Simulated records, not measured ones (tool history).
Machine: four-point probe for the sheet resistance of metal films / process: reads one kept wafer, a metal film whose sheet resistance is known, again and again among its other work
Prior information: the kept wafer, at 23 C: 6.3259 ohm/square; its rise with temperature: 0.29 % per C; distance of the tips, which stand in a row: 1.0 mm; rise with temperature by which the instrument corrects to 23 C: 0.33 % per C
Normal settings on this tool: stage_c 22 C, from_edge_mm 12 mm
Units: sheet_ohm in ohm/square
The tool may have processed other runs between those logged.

| run | hour | stage_c | from_edge_mm | sheet_ohm |
|---|---|---|---|---|
| 1 | 0 | 22 | 12 | 6.285359 |
| 2 | 58.1 | 22 | 12 | 6.283435 |
| 3 | 98.2 | 22 | 12 | 6.282821 |
| 4 | 160 | 22 | 5 | 6.390122 |
| 5 | 204.4 | 22 | 5 | 6.388996 |
|  | 250.9 | stage's thermometer calibrated |
| 6 | 262.9 | 22 | 12 | 6.279502 |
|  | 289.7 | new probe head fitted |
| 7 | 327.7 | 22 | 12 | 6.342053 |
| 8 | 377.8 | 22 | 12 | 6.338718 |
| 9 | 424.7 | 22 | 41 | 6.316309 |
| 10 | 469.6 | 22 | 41 | 6.3152 |
| 11 | 502.4 | 22 | 12 | 6.336003 |
| 12 | 563.2 | 22 | 12 | 6.332126 |
| 13 | 608.3 | 22 | 12 | 6.330534 |
|  | 620 | stage's thermometer calibrated, once more |
| 14 | 647.2 | 22 | 12 | 6.31355 |
| 15 | 674.5 | 22 | 12 | 6.31414 |
| 16 | 739.3 | 22 | 12 | 6.311158 |
| 17 | 766.7 | 22 | 47 | 6.289797 |
| 18 | 825.4 | 22 | 47 | 6.283706 |
| 19 | 882 | 22 | 12 | 6.303373 |
| 20 | 948.2 | 22 | 12 | 6.301573 |
| 21 | 1011.8 | 22 | 12 | 6.298154 |
| 22 | 1060.2 | 22 | 12 | 6.294687 |
| 23 | 1102.9 | 22 | 12 | 6.294848 |
| 24 | 1151.1 | 23 | 63 | 6.266419 |
| 25 | 1184.6 | 23 | 63 | 6.264971 |
| 26 | 1216.6 | 23 | 15 | 6.278822 |
| 27 | 1248 | 22 | 23 | 6.27202 |
| 28 | 1282.9 | 25 | 63 | 6.253615 |
| 29 | 1344.9 | 28 | 41 | 6.244478 |
| 30 | 1378.4 | 30 | 4 | 6.440056 |
| 31 | 1408.8 | 24 | 43 | 6.253075 |
| 32 | 1438.1 | 24 | 43 | 6.252211 |
| 33 | 1503.4 | 23 | 68 | 6.252832 |
| 34 | 1545.3 | 23 | 68 | 6.248369 |
| 35 | 1582.3 | 29 | 68 | 6.230908 |
| 36 | 1621.2 | 24 | 68 | 6.242132 |
| 37 | 1669.7 | 25 | 27 | 6.242718 |
| 38 | 1706.2 | 32 | 16 | 6.230296 |
| 39 | 1747.4 | 19 | 28 | 6.255318 |
| 40 | 1808.4 | 19 | 28 | 6.255513 |
| 41 | 1841.9 | 19 | 28 | 6.248974 |
| 42 | 1883.7 | 23 | 20 | 6.2422 |
| 43 | 1939.5 | 29 | 7 | 6.284414 |
| 44 | 1997.7 | 27 | 7 | 6.284129 |
| 45 | 2034.6 | 24 | 4 | 6.427294 |
| 46 | 2088.7 | 20 | 22 | 6.240589 |

Alternative continuations, all from the tool just after run 46; predict every row:
| A | 2128.9 | 23 | 23 | ? |
| B | 2128.9 | 22 | 23 | ? |
| C | 2128.9 | 22 | 7 | ? |

| run | sheet_ohm |
|---|---|
| A | 6.230128 |
| B | 6.23141 |
| C | 6.294775 |
Stripped of hidden state, with their random variation kept, the same runs would have yielded:
| run | sheet_ohm |
|---|---|
| A | 6.333186 |
| B | 6.334467 |
| C | 6.398795 |

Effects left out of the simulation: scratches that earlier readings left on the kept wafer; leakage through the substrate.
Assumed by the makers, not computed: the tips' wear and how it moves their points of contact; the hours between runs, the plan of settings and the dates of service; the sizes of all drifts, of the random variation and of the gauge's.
